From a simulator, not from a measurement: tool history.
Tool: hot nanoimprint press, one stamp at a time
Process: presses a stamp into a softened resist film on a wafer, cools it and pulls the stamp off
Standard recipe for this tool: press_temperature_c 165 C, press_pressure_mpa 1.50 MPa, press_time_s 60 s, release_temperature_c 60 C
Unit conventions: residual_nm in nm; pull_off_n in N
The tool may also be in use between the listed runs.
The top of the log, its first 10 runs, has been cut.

run 11 hour=431.6 | press_temperature_c=165 press_pressure_mpa=1.50 press_time_s=82 release_temperature_c=60 | residual_nm=143.5 pull_off_n=270
run 12 hour=459.0 | press_temperature_c=165 press_pressure_mpa=1.50 press_time_s=60 release_temperature_c=60 | residual_nm=163.9 pull_off_n=284
run 13 hour=510.7 | press_temperature_c=165 press_pressure_mpa=1.50 press_time_s=60 release_temperature_c=60 | residual_nm=165.9 pull_off_n=296
run 14 hour=558.4 | press_temperature_c=165 press_pressure_mpa=1.50 press_time_s=60 release_temperature_c=60 | residual_nm=166.7 pull_off_n=307
run 15 hour=620.8 | press_temperature_c=165 press_pressure_mpa=1.50 press_time_s=60 release_temperature_c=53 | residual_nm=169.7 pull_off_n=359
run 16 hour=653.7 | press_temperature_c=165 press_pressure_mpa=1.50 press_time_s=60 release_temperature_c=65 | residual_nm=169.5 pull_off_n=307
run 17 hour=685.2 | press_temperature_c=157 press_pressure_mpa=1.92 press_time_s=60 release_temperature_c=60 | residual_nm=244.8 pull_off_n=333
run 18 hour=713.0 | press_temperature_c=158 press_pressure_mpa=1.78 press_time_s=67 release_temperature_c=60 | residual_nm=230.0 pull_off_n=345
run 19 hour=751.2 | press_temperature_c=158 press_pressure_mpa=1.78 press_time_s=67 release_temperature_c=55 | residual_nm=233.8 pull_off_n=387
run 20 hour=798.6 | press_temperature_c=158 press_pressure_mpa=1.78 press_time_s=67 release_temperature_c=55 | residual_nm=234.8 pull_off_n=395
-- hour=855.0 stamp cleaned and given a new release coat
run 21 hour=856.2 | press_temperature_c=158 press_pressure_mpa=1.78 press_time_s=67 release_temperature_c=47 | residual_nm=232.4 pull_off_n=286
-- hour=878.5 plate thermocouple calibrated
run 22 hour=905.8 | press_temperature_c=165 press_pressure_mpa=1.50 press_time_s=60 release_temperature_c=56 | residual_nm=164.2 pull_off_n=249
run 23 hour=938.5 | press_temperature_c=165 press_pressure_mpa=1.50 press_time_s=60 release_temperature_c=56 | residual_nm=164.9 pull_off_n=248
run 24 hour=978.9 | press_temperature_c=158 press_pressure_mpa=2.09 press_time_s=32 release_temperature_c=59 | residual_nm=263.7 pull_off_n=257
run 25 hour=1028.2 | press_temperature_c=163 press_pressure_mpa=1.10 press_time_s=104 release_temperature_c=60 | residual_nm=170.0 pull_off_n=253
run 26 hour=1070.0 | press_temperature_c=157 press_pressure_mpa=0.97 press_time_s=60 release_temperature_c=48 | residual_nm=286.0 pull_off_n=320
run 27 hour=1118.5 | press_temperature_c=173 press_pressure_mpa=1.01 press_time_s=60 release_temperature_c=60 | residual_nm=124.8 pull_off_n=292
run 28 hour=1147.1 | press_temperature_c=176 press_pressure_mpa=1.40 press_time_s=60 release_temperature_c=60 | residual_nm=93.4 pull_off_n=299
run 29 hour=1177.4 | press_temperature_c=165 press_pressure_mpa=1.50 press_time_s=44 release_temperature_c=62 | residual_nm=195.9 pull_off_n=284
-- hour=1224.6 press's hydraulic seals changed and the load cell set to zero
run 30 hour=1228.5 | press_temperature_c=164 press_pressure_mpa=1.19 press_time_s=54 release_temperature_c=48 | residual_nm=205.7 pull_off_n=377
run 31 hour=1257.4 | press_temperature_c=164 press_pressure_mpa=1.19 press_time_s=54 release_temperature_c=48 | residual_nm=206.0 pull_off_n=384

Each row is a separate what-if for the run after 31, all from the same tool condition, not one after another. Results?
run A hour=1295.3 | press_temperature_c=164 press_pressure_mpa=1.74 press_time_s=54 release_temperature_c=48 | residual_nm=? pull_off_n=?
run B hour=1295.3 | press_temperature_c=163 press_pressure_mpa=1.40 press_time_s=54 release_temperature_c=48 | residual_nm=? pull_off_n=?
run C hour=1295.3 | press_temperature_c=175 press_pressure_mpa=1.50 press_time_s=60 release_temperature_c=60 | residual_nm=? pull_off_n=?

run=A residual_nm=178.9 pull_off_n=381
run=B residual_nm=206.3 pull_off_n=394
run=C residual_nm=95.7 pull_off_n=332
What these runs would have given with no unlogged condition in the tool:
run=A residual_nm=166.9 pull_off_n=255
run=B residual_nm=193.4 pull_off_n=263
run=C residual_nm=89.2 pull_off_n=222
